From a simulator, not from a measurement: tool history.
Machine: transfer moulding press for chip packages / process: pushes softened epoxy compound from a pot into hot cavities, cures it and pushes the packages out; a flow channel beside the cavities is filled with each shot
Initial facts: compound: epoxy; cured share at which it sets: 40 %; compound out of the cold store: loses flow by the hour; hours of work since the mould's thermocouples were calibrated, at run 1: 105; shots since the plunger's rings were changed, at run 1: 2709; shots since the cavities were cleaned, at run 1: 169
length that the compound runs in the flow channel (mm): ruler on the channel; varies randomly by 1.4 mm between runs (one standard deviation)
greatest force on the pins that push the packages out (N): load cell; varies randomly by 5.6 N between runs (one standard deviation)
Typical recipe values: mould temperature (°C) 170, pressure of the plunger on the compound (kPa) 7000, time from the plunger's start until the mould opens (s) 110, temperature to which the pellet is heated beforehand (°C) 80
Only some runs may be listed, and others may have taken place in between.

run   hour  mould temperature (°C)  pressure of the plunger on the compound (kPa)  time from the plunger's start until the mould opens (s)  temperature to which the pellet is heated beforehand (°C)  hours of work since the mould's thermocouples were calibrated  shots since the plunger's rings were changed  shots since the cavities were cleaned  incoming compound's hours out of the cold store  length that the compound runs in the flow channel (mm)  greatest force on the pins that push the packages out (N)
  1    0.0                     170                                           7000                                                      110                                                         80                                                            105                                          2709                                    169                                             34.6                                                     599                                                        224
  2   27.1                     170                                           7000                                                      110                                                         80                                                            126                                          3052                                    512                                             20.5                                                     624                                                        284
  3   43.2                     170                                           7000                                                      110                                                         71                                                            138                                          3256                                    716                                             33.4                                                     596                                                        305
      62.1  -- cavities cleaned with cleaning compound and waxed
  4   71.8                     170                                           7000                                                      110                                                         71                                                            158                                          3599                                    123                                             34.1                                                     591                                                        218
  5   89.3                     170                                           7000                                                      110                                                         71                                                            171                                          3820                                    344                                             19.9                                                     621                                                        262
      93.1  -- plunger's sealing rings changed
  6  121.4                     170                                           7000                                                      110                                                         71                                                            193                                           359                                    720                                             18.3                                                     651                                                        300
     139.3  -- cavities cleaned with cleaning compound and waxed
  7  151.7                     170                                           7000                                                      110                                                         80                                                            215                                           723                                    157                                             30.5                                                     621                                                        229
  8  170.6                     170                                           7000                                                      110                                                         80                                                            229                                           962                                    396                                             36.1                                                     608                                                        261
  9  191.8                     170                                           7000                                                      110                                                         80                                                            244                                          1230                                    664                                             35.7                                                     606                                                        278
 10  205.1                     170                                           7000                                                      110                                                         80                                                            254                                          1399                                    833                                             26.3                                                     624                                                        300
     214.4  -- cavities cleaned with cleaning compound and waxed
 11  220.5                     175                                           7000                                                      110                                                         80                                                            265                                          1575                                     77                                             12.2                                                     641                                                        195
 12  235.6                     170                                           7000                                                      110                                                         80                                                            276                                          1766                                    268                                             30.1                                                     612                                                        251
 13  264.0                     170                                           7000                                                      110                                                         80                                                            297                                          2127                                    629                                              8.5                                                     658                                                        290
     290.9  -- cavities cleaned with cleaning compound and waxed
 14  293.8                     170                                           7000                                                      110                                                         80                                                            318                                          2485                                     37                                             27.2                                                     613                                                        220
 15  322.0                     170                                           7000                                                      110                                                         80                                                            339                                          2841                                    393                                             32.6                                                     601                                                        271
 16  336.2                     165                                           7000                                                      102                                                         79                                                            350                                          3021                                    573                                             40.0                                                     598                                                        446
 17  353.4                     164                                           5210                                                      140                                                         82                                                            363                                          3239                                    791                                             25.7                                                     542                                                        298
     362.0  -- mould's thermocouples calibrated
     367.7  -- cavities cleaned with cleaning compound and waxed
 18  380.6                     170                                           6010                                                      110                                                         82                                                             13                                          3539                                    163                                             41.9                                                     535                                                        234
 19  393.7                     170                                           7000                                                      110                                                         77                                                             23                                          3705                                    329                                             26.5                                                     603                                                        253
     408.1  -- plunger's sealing rings changed
 20  427.4                     170                                           7000                                                      119                                                         77                                                             46                                           244                                    724                                             46.3                                                     593                                                        274
     445.5  -- cavities cleaned with cleaning compound and waxed
 21  460.2                     166                                           6320                                                      107                                                         85                                                             69                                           641                                    187                                             31.0                                                     597                                                        308
 22  473.2                     166                                           8070                                                      103                                                         90                                                             79                                           806                                    352                                             15.9                                                     712                                                        382
 23  502.7                     174                                           6800                                                      119                                                         89                                                            101                                          1179                                    725                                             40.4                                                     578                                                        261
 24  517.8                     169                                           7010                                                      110                                                         82                                                            112                                          1370                                    916                                             43.7                                                     592                                                        327
     521.9  -- cavities cleaned with cleaning compound and waxed
 25  549.2                     169                                           7010                                                      110                                                         82                                                            135                                          1749                                    346                                             21.9                                                     635                                                        295
 26  570.4                     170                                           6770                                                      110                                                         76                                                            150                                          2017                                    614                                             44.3                                                     572                                                        290
 27  591.9                     170                                           6770                                                       91                                                         76                                                            166                                          2289                                    886                                             19.3                                                     623                                                        433
     597.1  -- cavities cleaned with cleaning compound and waxed
 28  622.0                     170                                           6770                                                       91                                                         76                                                            188                                          2651                                    315                                             46.7                                                     562                                                        339
 29  640.8                     164                                           6990                                                       93                                                         89                                                            202                                          2889                                    553                                             38.1                                                     604                                                        571

Branching from run 29: 3 alternative next runs. What would each branch give?
  A  667.8                     164                                           6990                                                      103                                                         89                                                            222                                          3231                                    895                                             30.6                                                       ?                                                          ?
  B  667.8                     174                                           7000                                                      142                                                         72                                                            222                                          3231                                    895                                              8.4                                                       ?                                                          ?
  C  667.8                     164                                           5500                                                      118                                                         90                                                            222                                          3231                                    895                                             47.7                                                       ?                                                          ?

run  length that the compound runs in the flow channel (mm)  greatest force on the pins that push the packages out (N)
  A                                                     615                                                        528
  B                                                     638                                                        261
  C                                                     517                                                        359
With no hidden state in the tool, these same runs would have given:
run  length that the compound runs in the flow channel (mm)  greatest force on the pins that push the packages out (N)
  A                                                     640                                                        318
  B                                                     664                                                        165
  C                                                     538                                                        215

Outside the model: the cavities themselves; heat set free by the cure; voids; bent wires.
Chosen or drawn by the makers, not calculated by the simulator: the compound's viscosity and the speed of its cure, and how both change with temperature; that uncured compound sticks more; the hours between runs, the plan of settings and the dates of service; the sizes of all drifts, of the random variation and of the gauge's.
